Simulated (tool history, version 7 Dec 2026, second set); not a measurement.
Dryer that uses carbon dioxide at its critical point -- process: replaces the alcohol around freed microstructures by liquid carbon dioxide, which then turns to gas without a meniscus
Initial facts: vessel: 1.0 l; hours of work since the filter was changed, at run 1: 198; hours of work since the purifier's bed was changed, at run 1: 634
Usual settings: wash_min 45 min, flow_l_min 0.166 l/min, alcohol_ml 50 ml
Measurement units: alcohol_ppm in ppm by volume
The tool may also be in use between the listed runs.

run   hour  wash_min  flow_l_min  alcohol_ml  hours of work since the filter was changed  hours of work since the purifier's bed was changed  alcohol_ppm
  1      0        45       0.166          50                                         198                                                 634          430
  2   35.7        45       0.194          50                                         213                                                 649          234
  3   72.6        45       0.194          50                                         227                                                 663          233
      95.7  -- inlet filter changed
  4  105.1        45       0.194          50                                           4                                                 676          181
  5  145.2        45       0.194          50                                          20                                                 692          187
  6  187.2        45       0.194          50                                          36                                                 708          196
  7    229        45       0.194          50                                          53                                                 725          201
  8  250.2        45       0.194          50                                          61                                                 733          202
  9  278.9        45       0.166          50                                          73                                                 745          374
 10  310.1        45        0.25          50                                          85                                                 757          113
 11  342.8        45        0.25          50                                          98                                                 770          109
 12  372.3        61        0.25          43                                         110                                                 782           89
 13  405.9        61        0.25          76                                         123                                                 795          106
 14  439.4        67       0.215          76                                         136                                                 808           93
 15  471.5        67       0.215          76                                         149                                                 821          110
 16  500.6        67       0.215          76                                         160                                                 832           92
 17  541.9        67       0.215          76                                         177                                                 849          108
 18  560.8        45       0.122          28                                         184                                                 856          860
 19  594.8        32       0.156          49                                         198                                                 870         1878
 20  630.4        45       0.108          50                                         212                                                 884         2209
 21  657.1        45       0.108          50                                         222                                                 894         2215
 22  685.3        28       0.184          23                                         234                                                 906          866

Below are 4 alternative next runs, each starting from the tool's condition after run 22. Predict each:
     692.9  -- inlet filter changed
  A  708.3        41       0.137          34                                           6                                                 914            ?
     692.9  -- inlet filter changed
  B  708.3        45       0.166          69                                           6                                                 914            ?
     692.9  -- inlet filter changed
  C  708.3        28       0.101          80                                           6                                                 914            ?
     692.9  -- inlet filter changed
  D  708.3        31       0.212          23                                           6                                                 914            ?

run  alcohol_ppm
  A          806
  B          498
  C        11400
  D          319
Had the tool no hidden state, the same runs would have come out as:
run  alcohol_ppm
  A          692
  B          388
  C        11208
  D          218
